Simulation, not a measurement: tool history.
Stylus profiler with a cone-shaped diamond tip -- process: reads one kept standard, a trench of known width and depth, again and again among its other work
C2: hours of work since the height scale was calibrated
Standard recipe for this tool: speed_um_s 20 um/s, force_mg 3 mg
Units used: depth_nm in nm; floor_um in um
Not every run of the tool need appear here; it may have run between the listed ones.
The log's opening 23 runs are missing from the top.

Run 24, hour 1051.9: usual settings but speed_um_s 72 um/s, force_mg 1.43 mg; scans with this tip 14295; C2 200. Result: depth_nm 1016.54 nm, floor_um 93.33 um.
Run 25, hour 1092.6: usual settings but speed_um_s 10 um/s, force_mg 3.46 mg; scans with this tip 14486; C2 227. Result: depth_nm 1021.06 nm, floor_um 93.6 um.
At hour 1124.5: height scale calibrated on a step standard, once more.
Run 26, hour 1131.1: usual settings but speed_um_s 28 um/s, force_mg 1.93 mg; scans with this tip 14663; C2 4. Result: depth_nm 1005.91 nm, floor_um 93.49 um.
Run 27, hour 1160.2: usual settings but speed_um_s 52 um/s, force_mg 1.28 mg; scans with this tip 14800; C2 23. Result: depth_nm 1004.68 nm, floor_um 93.29 um.
Run 28, hour 1206.4: usual settings but speed_um_s 52 um/s, force_mg 1.28 mg; scans with this tip 15016; C2 54. Result: depth_nm 1004.95 nm, floor_um 93.26 um.
Run 29, hour 1242.2: usual settings but speed_um_s 46 um/s, force_mg 1.5 mg; scans with this tip 15183; C2 77. Result: depth_nm 1005.67 nm, floor_um 93.3 um.
Run 30, hour 1305.5: usual settings but speed_um_s 22 um/s, force_mg 1.9 mg; scans with this tip 15480; C2 118. Result: depth_nm 1006.62 nm, floor_um 93.44 um.
Run 31, hour 1357.8: usual settings but speed_um_s 18 um/s, force_mg 5.03 mg; scans with this tip 15725; C2 153. Result: depth_nm 1012.7 nm, floor_um 93.42 um.
Run 32, hour 1420.1: usual settings but speed_um_s 6 um/s, force_mg 1.06 mg; scans with this tip 16016; C2 193. Result: depth_nm 1005.07 nm, floor_um 93.37 um.
Run 33, hour 1456.2: usual settings but speed_um_s 5 um/s; scans with this tip 16185; C2 217. Result: depth_nm 1009.46 nm, floor_um 93.32 um.
Run 34, hour 1493.7: usual settings but speed_um_s 31 um/s, force_mg 8.23 mg; scans with this tip 16361; C2 241. Result: depth_nm 1017.78 nm, floor_um 93.26 um.
Run 35, hour 1547.3: usual settings but speed_um_s 31 um/s, force_mg 8.23 mg; scans with this tip 16612; C2 276. Result: depth_nm 1018.03 nm, floor_um 93.23 um.
Run 36, hour 1603: usual settings but speed_um_s 21 um/s, force_mg 3.21 mg; scans with this tip 16872; C2 313. Result: depth_nm 1010.41 nm, floor_um 93.18 um.
Run 37, hour 1662: usual settings but speed_um_s 21 um/s, force_mg 3.21 mg; scans with this tip 17149; C2 351. Result: depth_nm 1010.4 nm, floor_um 93.2 um.
Run 38, hour 1726.6: usual settings but speed_um_s 27 um/s, force_mg 3.21 mg; scans with this tip 17451; C2 394. Result: depth_nm 1010.88 nm, floor_um 93.06 um.
Run 39, hour 1774.3: usual settings but speed_um_s 15 um/s, force_mg 7.64 mg; scans with this tip 17675; C2 425. Result: depth_nm 1017.64 nm, floor_um 93.14 um.
Run 40, hour 1833.3: usual settings but speed_um_s 6 um/s, force_mg 3.92 mg; scans with this tip 17951; C2 463. Result: depth_nm 1012.03 nm, floor_um 93.07 um.
Run 41, hour 1897.9: usual settings but speed_um_s 24 um/s, force_mg 1.27 mg; scans with this tip 18253; C2 506. Result: depth_nm 1007.23 nm, floor_um 92.91 um.
Run 42, hour 1941.6: usual settings but speed_um_s 24 um/s, force_mg 1.27 mg; scans with this tip 18458; C2 534. Result: depth_nm 1007.22 nm, floor_um 92.91 um.
Run 43, hour 1984.2: usual settings but speed_um_s 24 um/s, force_mg 1.27 mg; scans with this tip 18657; C2 562. Result: depth_nm 1007.45 nm, floor_um 92.88 um.
Run 44, hour 2050.7: usual settings but speed_um_s 8 um/s; scans with this tip 18968; C2 606. Result: depth_nm 1011.38 nm, floor_um 92.95 um.
Run 45, hour 2093.5: usual settings but speed_um_s 6 um/s, force_mg 2.86 mg; scans with this tip 19169; C2 634. Result: depth_nm 1011.61 nm, floor_um 92.87 um.
Run 46, hour 2159.4: usual settings but force_mg 1.85 mg; scans with this tip 19477; C2 677. Result: depth_nm 1009.37 nm, floor_um 92.8 um.

What if the next run were any one of these 3? Each begins from the tool's condition after run 46:
Run A, hour 2192.4: usual settings but speed_um_s 55 um/s, force_mg 4.95 mg; scans with this tip 19632; C2 698. Result: depth_nm ?, floor_um ?.
Run B, hour 2192.4: usual settings but speed_um_s 52 um/s, force_mg 5.31 mg; scans with this tip 19632; C2 698. Result: depth_nm ?, floor_um ?.
Run C, hour 2192.4: usual settings but speed_um_s 44 um/s, force_mg 7.29 mg; scans with this tip 19632; C2 698. Result: depth_nm ?, floor_um ?.

run  depth_nm  floor_um
  A   1014.86     92.77
  B   1015.79     92.77
  C   1018.65     92.82
What these runs would have given with no unlogged condition in the tool:
run  depth_nm  floor_um
  A   1011.51     96.43
  B   1012.44     96.43
  C   1015.29     96.48
